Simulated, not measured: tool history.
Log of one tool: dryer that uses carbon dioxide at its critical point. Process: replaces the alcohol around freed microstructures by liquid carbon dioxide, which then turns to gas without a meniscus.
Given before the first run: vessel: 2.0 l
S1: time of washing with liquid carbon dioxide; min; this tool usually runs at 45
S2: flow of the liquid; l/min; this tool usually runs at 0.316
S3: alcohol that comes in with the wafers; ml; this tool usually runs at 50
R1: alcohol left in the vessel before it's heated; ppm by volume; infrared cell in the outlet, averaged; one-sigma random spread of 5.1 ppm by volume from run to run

run 1 day=0.000 | S1=45 S2=0.316 S3=50 | R1=229
run 2 day=1.154 | S1=45 S2=0.316 S3=50 | R1=244
run 3 day=1.712 | S1=45 S2=0.303 S3=50 | R1=272
run 4 day=2.304 | S1=45 S2=0.303 S3=50 | R1=254
run 5 day=3.154 | S1=45 S2=0.436 S3=50 | R1=162
run 6 day=3.962 | S1=45 S2=0.436 S3=50 | R1=167
-- day=4.292 inlet filter changed
run 7 day=4.775 | S1=45 S2=0.436 S3=50 | R1=166
run 8 day=5.462 | S1=42 S2=0.316 S3=50 | R1=258
run 9 day=5.979 | S1=42 S2=0.316 S3=50 | R1=234
run 10 day=6.579 | S1=42 S2=0.316 S3=50 | R1=254
run 11 day=7.154 | S1=53 S2=0.316 S3=50 | R1=200
run 12 day=8.092 | S1=45 S2=0.316 S3=50 | R1=222
run 13 day=8.662 | S1=45 S2=0.316 S3=50 | R1=236
run 14 day=9.821 | S1=45 S2=0.316 S3=50 | R1=249
run 15 day=10.825 | S1=45 S2=0.316 S3=50 | R1=244
run 16 day=11.717 | S1=45 S2=0.316 S3=50 | R1=240
run 17 day=12.888 | S1=45 S2=0.316 S3=50 | R1=249
run 18 day=13.471 | S1=42 S2=0.316 S3=50 | R1=272
run 19 day=14.471 | S1=45 S2=0.316 S3=50 | R1=256
run 20 day=15.575 | S1=50 S2=0.316 S3=50 | R1=227
run 21 day=16.200 | S1=50 S2=0.316 S3=50 | R1=233
run 22 day=17.283 | S1=50 S2=0.316 S3=50 | R1=236
run 23 day=17.917 | S1=50 S2=0.316 S3=50 | R1=249
run 24 day=18.975 | S1=30 S2=0.318 S3=72 | R1=882
run 25 day=19.508 | S1=72 S2=0.347 S3=44 | R1=211
run 26 day=20.188 | S1=30 S2=0.347 S3=44 | R1=501
run 27 day=20.742 | S1=41 S2=0.205 S3=25 | R1=613
run 28 day=21.683 | S1=41 S2=0.234 S3=25 | R1=441
run 29 day=22.775 | S1=55 S2=0.316 S3=50 | R1=233
run 30 day=23.642 | S1=28 S2=0.316 S3=57 | R1=937
run 31 day=24.142 | S1=61 S2=0.290 S3=20 | R1=243
run 32 day=25.071 | S1=31 S2=0.290 S3=59 | R1=970
run 33 day=25.700 | S1=63 S2=0.386 S3=54 | R1=237
run 34 day=26.267 | S1=63 S2=0.386 S3=54 | R1=239
run 35 day=27.317 | S1=45 S2=0.316 S3=66 | R1=342
run 36 day=28.488 | S1=64 S2=0.338 S3=43 | R1=266
run 37 day=29.304 | S1=33 S2=0.519 S3=50 | R1=272
run 38 day=30.279 | S1=53 S2=0.212 S3=29 | R1=395
run 39 day=30.808 | S1=45 S2=0.316 S3=36 | R1=319
run 40 day=31.371 | S1=32 S2=0.316 S3=33 | R1=518
-- day=32.067 purifier's bed changed
run 41 day=32.408 | S1=63 S2=0.506 S3=33 | R1=0
run 42 day=33.512 | S1=55 S2=0.531 S3=99 | R1=2
run 43 day=34.429 | S1=67 S2=0.209 S3=23 | R1=55
run 44 day=35.425 | S1=67 S2=0.209 S3=23 | R1=55
run 45 day=36.358 | S1=67 S2=0.421 S3=23 | R1=12
run 46 day=37.500 | S1=67 S2=0.348 S3=76 | R1=29

Same runs, no hidden state in the tool, same run-to-run variation:
The hidden state here: flow that reaches the vessel past the clogged filter, %; alcohol in the recycled carbon dioxide, ppm; drift of the gauge itself on alcohol_ppm, %.
run=1 R1=54
run=2 R1=64
run=3 R1=79
run=4 R1=67
run=5 R1=9
run=6 R1=6
run=7 R1=8
run=8 R1=93
run=9 R1=74
run=10 R1=89
run=11 R1=34
run=12 R1=53
run=13 R1=60
run=14 R1=71
run=15 R1=65
run=16 R1=58
run=17 R1=56
run=18 R1=79
run=19 R1=58
run=20 R1=27
run=21 R1=28
run=22 R1=30
run=23 R1=35
run=24 R1=588
run=25 R1=0
run=26 R1=242
run=27 R1=349
run=28 R1=193
run=29 R1=4
run=30 R1=609
run=31 R1=11
run=32 R1=620
run=33 R1=1
run=34 R1=3
run=35 R1=79
run=36 R1=23
run=37 R1=15
run=38 R1=116
run=39 R1=45
run=40 R1=203
run=41 R1=0
run=42 R1=0
run=43 R1=33
run=44 R1=29
run=45 R1=0
run=46 R1=8
